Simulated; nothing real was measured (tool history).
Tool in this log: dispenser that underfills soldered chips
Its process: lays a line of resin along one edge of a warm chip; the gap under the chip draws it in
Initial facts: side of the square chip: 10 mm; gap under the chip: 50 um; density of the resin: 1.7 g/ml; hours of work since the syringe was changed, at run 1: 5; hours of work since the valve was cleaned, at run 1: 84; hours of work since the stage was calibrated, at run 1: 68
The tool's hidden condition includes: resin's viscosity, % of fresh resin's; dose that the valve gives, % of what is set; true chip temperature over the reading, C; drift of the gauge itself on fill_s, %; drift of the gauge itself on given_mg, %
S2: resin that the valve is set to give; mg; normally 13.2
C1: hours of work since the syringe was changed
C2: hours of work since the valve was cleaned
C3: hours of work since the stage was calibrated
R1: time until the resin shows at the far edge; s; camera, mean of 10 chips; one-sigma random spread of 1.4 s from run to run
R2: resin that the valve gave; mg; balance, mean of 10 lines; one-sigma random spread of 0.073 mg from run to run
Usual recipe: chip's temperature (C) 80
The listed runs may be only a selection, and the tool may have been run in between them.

Run 1, hour 0.0: usual settings; C1 5; C2 84; C3 68. Result: R1 181.4 s, R2 12.61 mg.
At hour 1.9: new syringe of resin.
Run 2, hour 2.5: usual settings; C1 0; C2 86; C3 70. Result: R1 133.2 s, R2 12.54 mg.
Run 3, hour 6.9: usual settings; C1 3; C2 89; C3 73. Result: R1 163.9 s, R2 12.57 mg.
Run 4, hour 9.1: usual settings but chip's temperature (C) 84; C1 5; C2 91; C3 74. Result: R1 150.1 s, R2 12.53 mg.
At hour 10.9: new syringe of resin.
Run 5, hour 11.5: usual settings but chip's temperature (C) 84; C1 0; C2 92; C3 76. Result: R1 114.5 s, R2 12.59 mg.
Run 6, hour 14.1: usual settings but chip's temperature (C) 84, S2 12.1 mg; C1 2; C2 94; C3 78. Result: R1 128.8 s, R2 11.33 mg.
Run 7, hour 17.1: usual settings but chip's temperature (C) 84, S2 12.1 mg; C1 4; C2 96; C3 80. Result: R1 147.0 s, R2 11.38 mg.
At hour 19.7: new syringe of resin.
Run 8, hour 20.9: usual settings; C1 1; C2 98; C3 82. Result: R1 138.9 s, R2 12.54 mg.
Run 9, hour 23.2: usual settings; C1 2; C2 100; C3 84. Result: R1 154.6 s, R2 12.50 mg.
Run 10, hour 27.2: usual settings; C1 5; C2 103; C3 87. Result: R1 179.4 s, R2 12.63 mg.
At hour 28.8: new syringe of resin.
Run 11, hour 30.3: usual settings; C1 1; C2 105; C3 88. Result: R1 140.8 s, R2 12.51 mg.
Run 12, hour 32.5: usual settings; C1 3; C2 106; C3 90. Result: R1 153.8 s, R2 12.51 mg.
Run 13, hour 35.5: usual settings; C1 5; C2 108; C3 92. Result: R1 174.5 s, R2 12.51 mg.
At hour 38.0: new syringe of resin.
Run 14, hour 38.7: usual settings; C1 1; C2 110; C3 94. Result: R1 137.4 s, R2 12.45 mg.
Run 15, hour 42.4: usual settings; C1 3; C2 113; C3 97. Result: R1 164.3 s, R2 12.38 mg.
Run 16, hour 45.9: usual settings but chip's temperature (C) 82; C1 6; C2 115; C3 99. Result: R1 168.6 s, R2 12.46 mg.
At hour 47.0: new syringe of resin.
Run 17, hour 50.1: usual settings but chip's temperature (C) 84; C1 2; C2 118; C3 102. Result: R1 128.9 s, R2 12.36 mg.
Run 18, hour 53.0: usual settings but chip's temperature (C) 84; C1 4; C2 120; C3 104. Result: R1 145.4 s, R2 12.47 mg.
At hour 55.8: new syringe of resin.
Run 19, hour 56.4: usual settings but chip's temperature (C) 84, S2 14.0 mg; C1 0; C2 122; C3 106. Result: R1 112.4 s, R2 13.13 mg.
Run 20, hour 59.7: usual settings but chip's temperature (C) 67, S2 13.4 mg; C1 3; C2 124; C3 108. Result: R1 288.9 s, R2 12.45 mg.
Run 21, hour 63.9: usual settings but chip's temperature (C) 78; C1 6; C2 127; C3 111. Result: R1 204.2 s, R2 12.26 mg.
At hour 64.9: new syringe of resin.
Run 22, hour 68.5: usual settings but chip's temperature (C) 78; C1 2; C2 130; C3 114. Result: R1 170.0 s, R2 12.25 mg.
Run 23, hour 71.3: usual settings but chip's temperature (C) 94, S2 15.0 mg; C1 4; C2 132; C3 116. Result: R1 93.5 s, R2 13.95 mg.
At hour 73.8: new syringe of resin.
Run 24, hour 74.4: usual settings but chip's temperature (C) 94, S2 15.0 mg; C1 0; C2 134; C3 118. Result: R1 73.8 s, R2 14.05 mg.
Run 25, hour 78.4: usual settings but chip's temperature (C) 81, S2 14.0 mg; C1 3; C2 137; C3 121. Result: R1 153.4 s, R2 12.92 mg.
Run 26, hour 81.7: usual settings but chip's temperature (C) 81, S2 14.0 mg; C1 6; C2 139; C3 123. Result: R1 178.8 s, R2 12.96 mg.
At hour 82.8: new syringe of resin.
Run 27, hour 86.6: usual settings but chip's temperature (C) 89, S2 13.4 mg; C1 3; C2 142; C3 126. Result: R1 105.4 s, R2 12.28 mg.
Run 28, hour 89.6: usual settings but chip's temperature (C) 93; C1 5; C2 144; C3 128. Result: R1 98.0 s, R2 12.17 mg.
At hour 91.6: new syringe of resin.
Run 29, hour 93.5: usual settings but chip's temperature (C) 74, S2 11.5 mg; C1 1; C2 147; C3 131. Result: R1 193.0 s, R2 10.70 mg.
At hour 95.1: dispensing valve cleaned and set on the balance.
Run 30, hour 97.6: usual settings but chip's temperature (C) 69, S2 16.0 mg; C1 3; C2 2; C3 133. Result: R1 262.8 s, R2 15.98 mg.
At hour 101.4: new syringe of resin.
Run 31, hour 101.4: usual settings but chip's temperature (C) 79, S2 16.4 mg; C1 0; C2 4; C3 135. Result: R1 134.0 s, R2 16.37 mg.
Run 32, hour 106.1: usual settings but chip's temperature (C) 82, S2 12.7 mg; C1 3; C2 7; C3 138. Result: R1 145.1 s, R2 12.76 mg.
At hour 110.2: new syringe of resin.
Run 33, hour 110.9: usual settings but chip's temperature (C) 92; C1 1; C2 11; C3 142. Result: R1 79.5 s, R2 13.17 mg.
Run 34, hour 115.6: usual settings but chip's temperature (C) 67, S2 16.0 mg; C1 4; C2 14; C3 145. Result: R1 300.6 s, R2 15.84 mg.
Run 35, hour 118.3: usual settings but chip's temperature (C) 76, S2 15.7 mg; C1 6; C2 16; C3 147. Result: R1 219.9 s, R2 15.64 mg.

Hidden state at the last listed run before each entry between runs and at the first one after, where it differs:
Between runs 1 and 2: new syringe of resin (hour 1.9)
  resin's viscosity, % of fresh resin's: 133.5 -> 102.3; dose that the valve gives, % of what is set: 95.39 -> 95.31; true chip temperature over the reading, C: 0.51 -> 0.52
  measured value less the no-hidden-state value, R1: +43.3 -> +0.8 s; R2: -0.61 -> -0.61 mg
Between runs 4 and 5: new syringe of resin (hour 10.9)
  resin's viscosity, % of fresh resin's: 135 -> 102.7; dose that the valve gives, % of what is set: 95.07 -> 95; true chip temperature over the reading, C: 0.56 -> 0.57
  measured value less the no-hidden-state value, R1: +37.1 -> +1.0 s; R2: -0.65 -> -0.66 mg
Between runs 7 and 8: new syringe of resin (hour 19.7)
  resin's viscosity, % of fresh resin's: 130 -> 103.9; dose that the valve gives, % of what is set: 94.78 -> 94.64; true chip temperature over the reading, C: 0.6 -> 0.62
  measured value less the no-hidden-state value, R1: +32.2 -> +2.6 s; R2: -0.63 -> -0.70 mg
Between runs 10 and 11: new syringe of resin (hour 28.8)
  resin's viscosity, % of fresh resin's: 135.5 -> 106.6; dose that the valve gives, % of what is set: 94.4 -> 94.29; true chip temperature over the reading, C: 0.65 -> 0.66
  measured value less the no-hidden-state value, R1: +44.2 -> +5.9 s; R2: -0.75 -> -0.76 mg
Between runs 13 and 14: new syringe of resin (hour 38.0)
  resin's viscosity, % of fresh resin's: 132.3 -> 104.1; dose that the valve gives, % of what is set: 94.11 -> 93.97; true chip temperature over the reading, C: 0.69 -> 0.71
  measured value less the no-hidden-state value, R1: +39.7 -> +2.4 s; R2: -0.78 -> -0.79 mg
Between runs 16 and 17: new syringe of resin (hour 47.0)
  resin's viscosity, % of fresh resin's: 140.9 -> 115.9; dose that the valve gives, % of what is set: 93.73 -> 93.59; true chip temperature over the reading, C: 0.75 -> 0.77
  measured value less the no-hidden-state value, R1: +46.1 -> +15.0 s; R2: -0.84 -> -0.85 mg
Between runs 18 and 19: new syringe of resin (hour 55.8)
  resin's viscosity, % of fresh resin's: 131.2 -> 102.9; dose that the valve gives, % of what is set: 93.48 -> 93.37; true chip temperature over the reading, C: 0.78 -> 0.8
  measured value less the no-hidden-state value, R1: +31.9 -> +0.1 s; R2: -0.86 -> -0.93 mg
Between runs 21 and 22: new syringe of resin (hour 64.9)
  resin's viscosity, % of fresh resin's: 140.8 -> 117.4; dose that the valve gives, % of what is set: 93.09 -> 92.92; true chip temperature over the reading, C: 0.84 -> 0.86
  measured value less the no-hidden-state value, R1: +55.1 -> +21.1 s; R2: -0.91 -> -0.93 mg
Between runs 23 and 24: new syringe of resin (hour 73.8)
  resin's viscosity, % of fresh resin's: 132.1 -> 103.9; dose that the valve gives, % of what is set: 92.8 -> 92.69; true chip temperature over the reading, C: 0.87 -> 0.89
  measured value less the no-hidden-state value, R1: +20.3 -> +0.6 s; R2: -1.08 -> -1.10 mg
Between runs 26 and 27: new syringe of resin (hour 82.8)
  resin's viscosity, % of fresh resin's: 141.6 -> 117; dose that the valve gives, % of what is set: 92.41 -> 92.24; true chip temperature over the reading, C: 0.92 -> 0.95
  measured value less the no-hidden-state value, R1: +48.4 -> +12.6 s; R2: -1.07 -> -1.04 mg
Between runs 28 and 29: new syringe of resin (hour 91.6)
  resin's viscosity, % of fresh resin's: 132.4 -> 106.9; dose that the valve gives, % of what is set: 92.12 -> 91.97; true chip temperature over the reading, C: 0.96 -> 0.98
  measured value less the no-hidden-state value, R1: +21.9 -> +8.5 s; R2: -1.04 -> -0.93 mg
Between runs 29 and 30: dispensing valve cleaned and set on the balance (hour 95.1)
  resin's viscosity, % of fresh resin's: 106.9 -> 121.7; dose that the valve gives, % of what is set: 91.97 -> 100.25; true chip temperature over the reading, C: 0.98 -> 1
  measured value less the no-hidden-state value, R1: +8.5 -> +36.2 s; R2: -0.93 -> +0.04 mg
Between runs 30 and 31: new syringe of resin (hour 101.4)
  resin's viscosity, % of fresh resin's: 121.7 -> 100.2; dose that the valve gives, % of what is set: 100.25 -> 100.11; true chip temperature over the reading, C: 1 -> 1.01
  measured value less the no-hidden-state value, R1: +36.2 -> -6.1 s; R2: +0.04 -> +0.02 mg
Between runs 32 and 33: new syringe of resin (hour 110.2)
  resin's viscosity, % of fresh resin's: 121.9 -> 103.5; dose that the valve gives, % of what is set: 99.93 -> 99.76; true chip temperature over the reading, C: 1.04 -> 1.06
  measured value less the no-hidden-state value, R1: +20.4 -> -0.8 s; R2: -0.01 -> -0.03 mg
